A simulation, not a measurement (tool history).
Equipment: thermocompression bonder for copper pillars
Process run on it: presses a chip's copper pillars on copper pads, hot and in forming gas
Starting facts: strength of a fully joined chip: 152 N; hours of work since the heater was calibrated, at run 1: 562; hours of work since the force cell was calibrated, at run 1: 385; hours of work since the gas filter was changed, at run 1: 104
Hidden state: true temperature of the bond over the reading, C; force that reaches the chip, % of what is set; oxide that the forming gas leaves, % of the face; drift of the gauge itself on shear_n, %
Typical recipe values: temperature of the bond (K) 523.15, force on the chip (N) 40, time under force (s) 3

| run | hour | temperature of the bond (K) | force on the chip (N) | time under force (s) | hours of work since the heater was calibrated | hours of work since the force cell was calibrated | hours of work since the gas filter was changed | force that shears a chip off (N) |
|---|---|---|---|---|---|---|---|---|
| 1 | 0.0 | 523.15 | 40 | 3 | 562 | 385 | 104 | 101.2 |
| 2 | 18.4 | 553.15 | 40 | 3 | 575 | 398 | 116 | 122.1 |
| 3 | 36.1 | 553.15 | 40 | 6 | 587 | 410 | 128 | 137.9 |
| 4 | 52.8 | 523.15 | 40 | 3 | 598 | 421 | 139 | 101.6 |
| 5 | 71.2 | 523.15 | 40 | 3 | 610 | 433 | 152 | 100.7 |
| 6 | 83.8 | 523.15 | 40 | 3 | 619 | 442 | 160 | 101.4 |
| 7 | 100.0 | 523.15 | 40 | 2 | 630 | 453 | 171 | 89.2 |
| 8 | 115.1 | 523.15 | 40 | 2 | 640 | 463 | 181 | 90.4 |
| 9 | 132.4 | 523.15 | 40 | 4 | 652 | 474 | 193 | 109.9 |
| 10 | 146.7 | 523.15 | 40 | 3 | 661 | 484 | 202 | 101.5 |
| 11 | 163.0 | 523.15 | 40 | 3 | 672 | 495 | 213 | 101.6 |
| 12 | 186.9 | 540.15 | 30 | 5 | 688 | 511 | 229 | 105.6 |
| 13 | 201.9 | 505.15 | 48 | 2 | 698 | 521 | 239 | 90.8 |
| 14 | 215.6 | 505.15 | 48 | 2 | 708 | 530 | 249 | 89.2 |
| 15 | 227.8 | 539.15 | 40 | 3 | 716 | 539 | 257 | 112.8 |
| 16 | 238.5 | 504.15 | 48 | 2 | 723 | 546 | 264 | 88.6 |
| 17 | 250.1 | 504.15 | 48 | 2 | 731 | 554 | 272 | 89.6 |
| 18 | 270.5 | 523.15 | 48 | 4 | 744 | 567 | 286 | 123.1 |
| 19 | 290.4 | 523.15 | 33 | 3 | 758 | 581 | 299 | 85.4 |
| 20 | 305.3 | 541.15 | 37 | 5 | 768 | 591 | 309 | 121.4 |
| 21 | 319.5 | 541.15 | 36 | 5 | 777 | 600 | 319 | 119.8 |

Consider 5 possible next runs. They are alternatives, not a sequence: every one starts from the tool as it was left by run 21. What does each give?
| A | 334.8 | 538.15 | 28 | 3 | 788 | 611 | 329 | ? |
| B | 334.8 | 505.15 | 33 | 2 | 788 | 611 | 329 | ? |
| C | 334.8 | 502.15 | 53 | 3 | 788 | 611 | 329 | ? |
| D | 334.8 | 531.15 | 40 | 2 | 788 | 611 | 329 | ? |
| E | 334.8 | 523.15 | 46 | 4 | 788 | 611 | 329 | ? |

| run | force that shears a chip off (N) |
|---|---|
| A | 84.1 |
| B | 61.3 |
| C | 106.5 |
| D | 97.3 |
| E | 119.7 |
Without the tool's unlogged condition, the same runs would have read:
| run | force that shears a chip off (N) |
|---|---|
| A | 84.3 |
| B | 61.4 |
| C | 106.7 |
| D | 97.5 |
| E | 119.9 |

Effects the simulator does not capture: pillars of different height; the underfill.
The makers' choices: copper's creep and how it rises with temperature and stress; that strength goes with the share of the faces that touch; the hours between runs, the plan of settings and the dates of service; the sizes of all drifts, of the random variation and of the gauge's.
